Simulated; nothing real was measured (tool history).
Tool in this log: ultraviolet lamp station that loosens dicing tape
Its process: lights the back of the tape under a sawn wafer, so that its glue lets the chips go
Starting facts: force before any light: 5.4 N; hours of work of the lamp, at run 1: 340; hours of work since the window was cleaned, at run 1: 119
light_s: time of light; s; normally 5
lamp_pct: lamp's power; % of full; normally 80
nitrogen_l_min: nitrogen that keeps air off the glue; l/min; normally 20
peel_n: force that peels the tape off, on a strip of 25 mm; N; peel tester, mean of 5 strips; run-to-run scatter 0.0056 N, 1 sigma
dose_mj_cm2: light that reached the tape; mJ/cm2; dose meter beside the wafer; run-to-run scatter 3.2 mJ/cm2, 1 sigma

run,hour,light_s,lamp_pct,nitrogen_l_min,hours of work of the lamp,hours of work since the window was cleaned,peel_n,dose_mj_cm2
1,0.0,5,80,20,340,119,0.178,439
2,9.0,5,78,20,345,123,0.198,425
3,18.8,5,78,20,350,129,0.222,421
4,27.9,5,78,20,355,133,0.201,421
5,39.7,5,78,20,361,140,0.207,413
6,58.6,5,78,7,371,149,0.423,415
7,72.5,5,78,7,378,157,0.430,412
8,90.7,5,77,20,388,166,0.217,405
9,100.4,5,91,20,393,171,0.144,467
10,117.7,5,91,20,402,180,0.147,468
11,135.8,5,91,20,412,190,0.160,472
12,145.1,5,91,20,416,195,0.144,472
13,159.0,5,91,20,424,202,0.154,467
14,172.2,5,91,20,431,209,0.160,469
15,189.3,9,66,10,440,218,0.132,603
16,199.4,5,82,10,445,223,0.310,418
17,210.9,3,82,10,451,229,0.978,248
18,224.0,8,80,27,458,236,0.072,646
19,234.2,5,98,8,463,241,0.262,486
20,250.7,2,63,14,472,250,2.094,126
21,261.6,4,63,14,477,256,0.797,249
22,278.3,4,78,15,486,265,0.515,305
# hour 280.0: window cleaned of glue's vapour
23,289.7,5,61,27,492,5,0.337,326
24,303.6,5,61,27,499,12,0.319,334

Alternative continuations, all from the tool just after run 24; predict every row:
A,322.1,7,60,20,509,22,?,?
B,322.1,7,85,18,509,22,?,?
C,322.1,3,80,10,509,22,?,?
D,322.1,4,67,27,509,22,?,?

run,peel_n,dose_mj_cm2
A,0.172,452
B,0.090,642
C,0.904,256
D,0.451,283
The same runs, with their run-to-run variation unchanged, on a tool lacking any hidden condition would have given:
run,peel_n,dose_mj_cm2
A,0.117,533
B,0.075,756
C,0.666,302
D,0.307,334
